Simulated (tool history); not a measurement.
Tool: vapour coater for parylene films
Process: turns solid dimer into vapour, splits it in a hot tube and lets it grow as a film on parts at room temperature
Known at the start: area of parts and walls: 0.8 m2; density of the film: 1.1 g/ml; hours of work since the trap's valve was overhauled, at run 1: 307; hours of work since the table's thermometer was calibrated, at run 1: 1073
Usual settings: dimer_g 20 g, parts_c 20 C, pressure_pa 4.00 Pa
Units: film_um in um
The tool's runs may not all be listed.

run   hour  dimer_g  parts_c  pressure_pa  hours of work since the trap's valve was overhauled  hours of work since the table's thermometer was calibrated  film_um
  1    0.0       20       20         4.00                                                  307                                                        1073    15.77
  2   44.5       20       20         4.00                                                  328                                                        1094    15.88
  3   92.1       20       20         4.00                                                  351                                                        1116    15.65
  4  129.5       20       20         4.00                                                  368                                                        1134    15.67
  5  183.6       20       20         4.00                                                  394                                                        1159    15.82
  6  237.7       20       20         4.00                                                  419                                                        1185    15.89
  7  298.2       20       20         4.00                                                  448                                                        1213    15.78
  8  361.2       20       20         4.00                                                  477                                                        1243    15.70
  9  395.8       20       20         4.00                                                  493                                                        1259    15.72
 10  452.0       20       20         4.00                                                  520                                                        1286    15.85
     464.2  -- trap's valve overhauled
 11  498.5       20       16         4.00                                                   16                                                        1306    17.38
 12  545.3       20       16         4.00                                                   38                                                        1328    17.34
 13  590.6        8       15         6.89                                                   60                                                        1349     6.48
     608.9  -- table's thermometer calibrated
 14  637.7       34       14         9.95                                                   81                                                          14    26.78
 15  681.3       20       19         4.00                                                  102                                                          34    16.18
 16  723.5       20       19         4.00                                                  122                                                          54    16.35

Forecast each of these 5 alternatives for the next run:
  A  762.1        9       20         4.00                                                  140                                                          72        ?
  B  762.1       34       24         2.61                                                  140                                                          72        ?
  C  762.1       16       26         3.11                                                  140                                                          72        ?
  D  762.1       25       24         8.81                                                  140                                                          72        ?
  E  762.1       20       19         2.31                                                  140                                                          72        ?

run  film_um
  A     7.11
  B    26.31
  C    11.37
  D    16.05
  E    17.57
Without the tool's hidden state the same runs would have given:
run  film_um
  A     7.12
  B    26.36
  C    11.39
  D    16.08
  E    17.60
